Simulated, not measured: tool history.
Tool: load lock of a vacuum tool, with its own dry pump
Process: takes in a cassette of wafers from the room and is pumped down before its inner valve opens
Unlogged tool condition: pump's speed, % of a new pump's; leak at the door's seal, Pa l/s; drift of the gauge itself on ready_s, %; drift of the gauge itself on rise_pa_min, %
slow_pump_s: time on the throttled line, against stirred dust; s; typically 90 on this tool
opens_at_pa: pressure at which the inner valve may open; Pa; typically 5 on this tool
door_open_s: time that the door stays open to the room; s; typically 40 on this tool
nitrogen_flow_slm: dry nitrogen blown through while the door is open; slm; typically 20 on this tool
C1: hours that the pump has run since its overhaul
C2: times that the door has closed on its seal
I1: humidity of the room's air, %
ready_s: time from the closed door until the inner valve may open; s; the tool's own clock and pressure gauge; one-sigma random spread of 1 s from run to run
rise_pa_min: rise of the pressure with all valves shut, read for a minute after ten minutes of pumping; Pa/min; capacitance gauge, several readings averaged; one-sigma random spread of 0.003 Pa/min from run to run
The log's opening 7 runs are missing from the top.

Run 8, hour 1148.8: usual settings but door_open_s 221 s; C1 1156; C2 7696; I1 45.0. Result: ready_s 160.9 s, rise_pa_min 0.087 Pa/min.
Run 9, hour 1321.8: usual settings but opens_at_pa 6 Pa; C1 1329; C2 8127; I1 44.0. Result: ready_s 158.4 s, rise_pa_min 0.075 Pa/min.
Run 10, hour 1513.4: usual settings but opens_at_pa 6 Pa; C1 1521; C2 8603; I1 47.8. Result: ready_s 161.8 s, rise_pa_min 0.078 Pa/min.
Run 11, hour 1704.5: usual settings but opens_at_pa 6 Pa; C1 1712; C2 9078; I1 44.2. Result: ready_s 160.9 s, rise_pa_min 0.078 Pa/min.
Run 12, hour 1870.7: usual settings but opens_at_pa 6 Pa; C1 1878; C2 9491; I1 44.8. Result: ready_s 161.3 s, rise_pa_min 0.081 Pa/min.
Run 13, hour 1998.7: usual settings; C1 2006; C2 9810; I1 44.6. Result: ready_s 160.4 s, rise_pa_min 0.081 Pa/min.
Run 14, hour 2194.0: usual settings; C1 2201; C2 10295; I1 49.7. Result: ready_s 161.1 s, rise_pa_min 0.092 Pa/min.
Run 15, hour 2414.9: usual settings but opens_at_pa 4 Pa; C1 2422; C2 10845; I1 43.8. Result: ready_s 165.6 s, rise_pa_min 0.095 Pa/min.
Run 16, hour 2606.8: usual settings but opens_at_pa 4 Pa; C1 2614; C2 11322; I1 47.1. Result: ready_s 163.9 s, rise_pa_min 0.099 Pa/min.
Run 17, hour 2837.1: usual settings but slow_pump_s 83 s, opens_at_pa 7 Pa, door_open_s 35 s, nitrogen_flow_slm 13 slm; C1 2844; C2 11895; I1 43.4. Result: ready_s 153.3 s, rise_pa_min 0.115 Pa/min.
Run 18, hour 3063.8: usual settings but slow_pump_s 99 s, door_open_s 35 s, nitrogen_flow_slm 13 slm; C1 3071; C2 12458; I1 45.0. Result: ready_s 168.1 s, rise_pa_min 0.113 Pa/min.
Run 19, hour 3277.1: usual settings but slow_pump_s 99 s, opens_at_pa 9 Pa, door_open_s 35 s, nitrogen_flow_slm 13 slm; C1 3284; C2 12989; I1 48.1. Result: ready_s 162.4 s, rise_pa_min 0.119 Pa/min.
Run 20, hour 3444.4: usual settings but slow_pump_s 99 s, opens_at_pa 9 Pa, door_open_s 35 s, nitrogen_flow_slm 13 slm; C1 3451; C2 13405; I1 45.0. Result: ready_s 165.2 s, rise_pa_min 0.121 Pa/min.
Run 21, hour 3686.6: usual settings but slow_pump_s 99 s, opens_at_pa 9 Pa, door_open_s 35 s, nitrogen_flow_slm 13 slm; C1 3694; C2 14007; I1 42.1. Result: ready_s 164.7 s, rise_pa_min 0.127 Pa/min.
Run 22, hour 3878.1: usual settings but slow_pump_s 62 s, door_open_s 45 s; C1 3885; C2 14483; I1 42.6. Result: ready_s 140.7 s, rise_pa_min 0.140 Pa/min.
Run 23, hour 3988.8: usual settings but slow_pump_s 62 s, door_open_s 45 s; C1 3996; C2 14758; I1 48.5. Result: ready_s 142.5 s, rise_pa_min 0.143 Pa/min.
Run 24, hour 4097.7: usual settings but slow_pump_s 72 s, opens_at_pa 6 Pa, door_open_s 38 s, nitrogen_flow_slm 6 slm; C1 4105; C2 15029; I1 47.7. Result: ready_s 147.5 s, rise_pa_min 0.153 Pa/min.
Run 25, hour 4277.3: usual settings but slow_pump_s 72 s, opens_at_pa 6 Pa, door_open_s 38 s, nitrogen_flow_slm 6 slm; C1 4284; C2 15476; I1 46.8. Result: ready_s 147.5 s, rise_pa_min 0.159 Pa/min.
Run 26, hour 4383.4: usual settings but slow_pump_s 72 s, opens_at_pa 6 Pa, door_open_s 38 s, nitrogen_flow_slm 6 slm; C1 4390; C2 15739; I1 44.6. Result: ready_s 146.9 s, rise_pa_min 0.156 Pa/min.
Run 27, hour 4533.5: usual settings but slow_pump_s 72 s, opens_at_pa 6 Pa, door_open_s 38 s, nitrogen_flow_slm 6 slm; C1 4541; C2 16113; I1 43.0. Result: ready_s 148.9 s, rise_pa_min 0.156 Pa/min.
Run 28, hour 4736.2: usual settings but slow_pump_s 72 s, opens_at_pa 6 Pa, door_open_s 38 s, nitrogen_flow_slm 6 slm; C1 4743; C2 16617; I1 48.1. Result: ready_s 147.4 s, rise_pa_min 0.164 Pa/min.
Run 29, hour 4869.5: usual settings but slow_pump_s 66 s, opens_at_pa 8 Pa, door_open_s 33 s, nitrogen_flow_slm 14 slm; C1 4877; C2 16948; I1 45.8. Result: ready_s 140.4 s, rise_pa_min 0.164 Pa/min.
Run 30, hour 4980.2: usual settings but slow_pump_s 66 s, opens_at_pa 6 Pa, door_open_s 33 s, nitrogen_flow_slm 14 slm; C1 4987; C2 17223; I1 41.5. Result: ready_s 143.1 s, rise_pa_min 0.167 Pa/min.
Run 31, hour 5197.9: usual settings but slow_pump_s 62 s, opens_at_pa 6 Pa, door_open_s 33 s, nitrogen_flow_slm 10 slm; C1 5205; C2 17765; I1 45.7. Result: ready_s 139.9 s, rise_pa_min 0.178 Pa/min.

Estimate the outcome of run 32 from the log above:
Run 32, hour 5431.7: usual settings but slow_pump_s 62 s, opens_at_pa 6 Pa, door_open_s 33 s, nitrogen_flow_slm 10 slm; C1 5439; C2 18346; I1 45.6. Result: ready_s ?, rise_pa_min ?.

For run 32 the tool returned ready_s 140.7 s, rise_pa_min 0.184 Pa/min.
With no hidden state in the tool, this same run would have given ready_s 136.1 s, rise_pa_min 0.029 Pa/min.

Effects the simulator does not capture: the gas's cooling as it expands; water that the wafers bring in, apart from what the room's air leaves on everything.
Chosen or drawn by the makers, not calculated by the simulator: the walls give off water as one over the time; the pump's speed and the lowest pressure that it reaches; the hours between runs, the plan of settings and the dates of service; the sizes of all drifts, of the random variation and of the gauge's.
